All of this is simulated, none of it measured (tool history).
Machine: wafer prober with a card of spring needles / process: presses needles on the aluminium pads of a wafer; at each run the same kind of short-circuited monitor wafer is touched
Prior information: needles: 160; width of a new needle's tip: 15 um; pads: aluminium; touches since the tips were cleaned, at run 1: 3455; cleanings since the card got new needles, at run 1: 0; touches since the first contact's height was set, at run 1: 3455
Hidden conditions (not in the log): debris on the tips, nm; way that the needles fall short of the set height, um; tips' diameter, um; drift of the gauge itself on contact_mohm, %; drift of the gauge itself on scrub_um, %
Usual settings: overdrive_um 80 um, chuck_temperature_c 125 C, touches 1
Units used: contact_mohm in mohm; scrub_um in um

| run | hour | overdrive_um | chuck_temperature_c | touches | touches since the tips were cleaned | cleanings since the card got new needles | touches since the first contact's height was set | contact_mohm | scrub_um |
|---|---|---|---|---|---|---|---|---|---|
| 1 | 0.0 | 80 | 125 | 1 | 3455 | 0 | 3455 | 211 | 11.31 |
|  | 2.6 | tips cleaned on abrasive film |
|  | 15.0 | tips cleaned on abrasive film |
|  | 27.4 | tips cleaned on abrasive film |
|  | 37.5 | tips cleaned on abrasive film |
| 2 | 38.8 | 80 | 125 | 1 | 512 | 4 | 18696 | 197 | 11.18 |
|  | 48.4 | tips cleaned on abrasive film |
|  | 60.8 | tips cleaned on abrasive film |
|  | 71.9 | tips cleaned on abrasive film |
| 3 | 71.9 | 80 | 125 | 1 | 0 | 7 | 31750 | 200 | 11.11 |
|  | 84.5 | tips cleaned on abrasive film |
|  | 92.0 | tips cleaned on abrasive film, once more |
|  | 104.4 | tips cleaned on abrasive film |
|  | 116.9 | tips cleaned on abrasive film |
| 4 | 119.6 | 80 | 125 | 1 | 1094 | 11 | 50558 | 207 | 11.24 |
|  | 129.3 | tips cleaned on abrasive film |
|  | 139.4 | tips cleaned on abrasive film |
|  | 151.8 | tips cleaned on abrasive film |
| 5 | 154.1 | 80 | 125 | 1 | 920 | 14 | 64138 | 205 | 11.45 |
|  | 164.2 | tips cleaned on abrasive film |
|  | 176.7 | tips cleaned on abrasive film |
|  | 188.9 | tips cleaned on abrasive film |
| 6 | 195.0 | 80 | 125 | 1 | 2425 | 17 | 80258 | 208 | 11.25 |
|  | 200.1 | tips cleaned on abrasive film |
|  | 212.6 | tips cleaned on abrasive film |
| 7 | 217.9 | 80 | 33 | 1 | 2082 | 19 | 89269 | 189 | 11.13 |
|  | 223.0 | tips cleaned on abrasive film |
|  | 233.0 | tips cleaned on abrasive film |
|  | 244.9 | tips cleaned on abrasive film |
|  | 256.8 | tips cleaned on abrasive film |
| 8 | 264.1 | 80 | 33 | 1 | 2889 | 23 | 107472 | 192 | 11.02 |
|  | 269.2 | tips cleaned on abrasive film |
|  | 281.3 | tips cleaned on abrasive film |
|  | 293.2 | tips cleaned on abrasive film |
| 9 | 300.2 | 80 | 94 | 1 | 2794 | 26 | 121697 | 206 | 11.09 |
|  | 305.3 | tips cleaned on abrasive film |
|  | 317.8 | tips cleaned on abrasive film |
|  | 330.1 | tips cleaned on abrasive film |
| 10 | 330.1 | 80 | 125 | 2 | 0 | 29 | 133447 | 199 | 10.96 |
|  | 342.5 | tips cleaned on abrasive film |
|  | 354.9 | tips cleaned on abrasive film |
| 11 | 355.5 | 80 | 125 | 1 | 245 | 31 | 143477 | 201 | 11.03 |
|  | 365.5 | tips cleaned on abrasive film |
|  | 377.7 | tips cleaned on abrasive film |
|  | 387.8 | tips cleaned on abrasive film |
| 12 | 396.4 | 80 | 125 | 1 | 3421 | 34 | 159600 | 212 | 11.04 |
|  | 399.0 | tips cleaned on abrasive film |
|  | 409.0 | tips cleaned on abrasive film |
|  | 420.6 | tips cleaned on abrasive film |
| 13 | 427.5 | 80 | 125 | 1 | 2754 | 37 | 171862 | 211 | 11.00 |
|  | 432.6 | tips cleaned on abrasive film |
|  | 442.7 | tips cleaned on abrasive film |
|  | 455.2 | tips cleaned on abrasive film |
|  | 467.5 | tips cleaned on abrasive film |
|  | 477.6 | tips cleaned on abrasive film |
| 14 | 478.6 | 80 | 125 | 1 | 385 | 42 | 191942 | 207 | 10.83 |
|  | 488.6 | tips cleaned on abrasive film |
|  | 500.9 | tips cleaned on abrasive film |
| 15 | 509.0 | 80 | 30 | 2 | 3214 | 44 | 203933 | 187 | 10.82 |
|  | 511.3 | tips cleaned on abrasive film |
|  | 523.7 | tips cleaned on abrasive film |
|  | 533.7 | tips cleaned on abrasive film |
|  | 544.0 | tips cleaned on abrasive film |
| 16 | 544.0 | 80 | 77 | 3 | 0 | 48 | 217702 | 193 | 10.83 |
|  | 556.2 | tips cleaned on abrasive film |
|  | 568.8 | tips cleaned on abrasive film |
| 17 | 568.9 | 97 | 101 | 3 | 34 | 50 | 227504 | 192 | 13.13 |
|  | 571.7 | height of the first contact set anew |
|  | 579.3 | tips cleaned on abrasive film |
|  | 591.6 | tips cleaned on abrasive film |
| 18 | 595.4 | 97 | 101 | 3 | 1513 | 52 | 9329 | 194 | 13.65 |
|  | 602.6 | tips cleaned on abrasive film |
|  | 614.8 | tips cleaned on abrasive film |
|  | 627.2 | tips cleaned on abrasive film |
|  | 639.0 | tips cleaned on abrasive film |
| 19 | 641.8 | 62 | 91 | 1 | 1120 | 56 | 27602 | 210 | 8.60 |
|  | 651.5 | tips cleaned on abrasive film |
|  | 663.9 | tips cleaned on abrasive film |
|  | 676.4 | tips cleaned on abrasive film |
|  | 687.3 | tips cleaned on abrasive film |
| 20 | 687.3 | 62 | 91 | 1 | 0 | 60 | 45517 | 196 | 8.59 |
|  | 699.7 | tips cleaned on abrasive film |
|  | 712.3 | tips cleaned on abrasive film |
| 21 | 720.3 | 62 | 91 | 1 | 3192 | 62 | 58560 | 217 | 8.58 |
|  | 722.9 | tips cleaned on abrasive film |
|  | 735.3 | tips cleaned on abrasive film |
|  | 745.3 | tips cleaned on abrasive film |
|  | 757.9 | tips cleaned on abrasive film |
|  | 769.3 | tips cleaned on abrasive film |
| 22 | 769.3 | 97 | 25 | 1 | 0 | 67 | 77829 | 180 | 13.64 |
|  | 779.4 | tips cleaned on abrasive film |
|  | 791.6 | tips cleaned on abrasive film |
|  | 803.8 | tips cleaned on abrasive film |
|  | 813.9 | tips cleaned on abrasive film |
| 23 | 819.9 | 97 | 25 | 1 | 2402 | 71 | 97783 | 188 | 13.57 |
|  | 825.0 | tips cleaned on abrasive film |
|  | 835.1 | tips cleaned on abrasive film |
|  | 846.4 | tips cleaned on abrasive film |
| 24 | 846.4 | 92 | 60 | 3 | 0 | 74 | 108186 | 183 | 12.74 |
|  | 856.5 | tips cleaned on abrasive film |
|  | 868.8 | tips cleaned on abrasive film |
|  | 881.0 | tips cleaned on abrasive film |
| 25 | 882.2 | 92 | 60 | 3 | 499 | 77 | 122307 | 187 | 12.81 |
|  | 892.3 | tips cleaned on abrasive film |
|  | 904.5 | tips cleaned on abrasive film |
|  | 914.6 | tips cleaned on abrasive film |
|  | 924.6 | tips cleaned on abrasive film |
| 26 | 926.9 | 70 | 110 | 1 | 886 | 81 | 139883 | 210 | 9.56 |
|  | 936.7 | tips cleaned on abrasive film |
|  | 949.1 | tips cleaned on abrasive film |
| 27 | 949.1 | 67 | 52 | 1 | 0 | 83 | 148650 | 191 | 9.12 |
|  | 961.4 | tips cleaned on abrasive film |
|  | 972.8 | tips cleaned on abrasive film |
| 28 | 972.8 | 67 | 52 | 1 | 0 | 85 | 157971 | 192 | 9.05 |

Measured less the same run without the tool's hidden state. The same run-to-run variation is in both; the gauge's scatter may not be:
| run | contact_mohm | scrub_um |
|---|---|---|
| 1 | +13 | +0.00 |
| 2 | +4 | -0.03 |
| 3 | +2 | -0.06 |
| 4 | +7 | -0.10 |
| 5 | +6 | -0.14 |
| 6 | +11 | -0.18 |
| 7 | +12 | -0.20 |
| 8 | +15 | -0.25 |
| 9 | +15 | -0.27 |
| 10 | +2 | -0.32 |
| 11 | +4 | -0.33 |
| 12 | +15 | -0.36 |
| 13 | +15 | -0.40 |
| 14 | +6 | -0.45 |
| 15 | +10 | -0.47 |
| 16 | +2 | -0.52 |
| 17 | +2 | -0.53 |
| 18 | +4 | -0.02 |
| 19 | +15 | -0.07 |
| 20 | +2 | -0.12 |
| 21 | +25 | -0.15 |
| 22 | +1 | -0.20 |
| 23 | +12 | -0.26 |
| 24 | +2 | -0.29 |
| 25 | +3 | -0.32 |
| 26 | +13 | -0.36 |
| 27 | +5 | -0.38 |
| 28 | +5 | -0.41 |

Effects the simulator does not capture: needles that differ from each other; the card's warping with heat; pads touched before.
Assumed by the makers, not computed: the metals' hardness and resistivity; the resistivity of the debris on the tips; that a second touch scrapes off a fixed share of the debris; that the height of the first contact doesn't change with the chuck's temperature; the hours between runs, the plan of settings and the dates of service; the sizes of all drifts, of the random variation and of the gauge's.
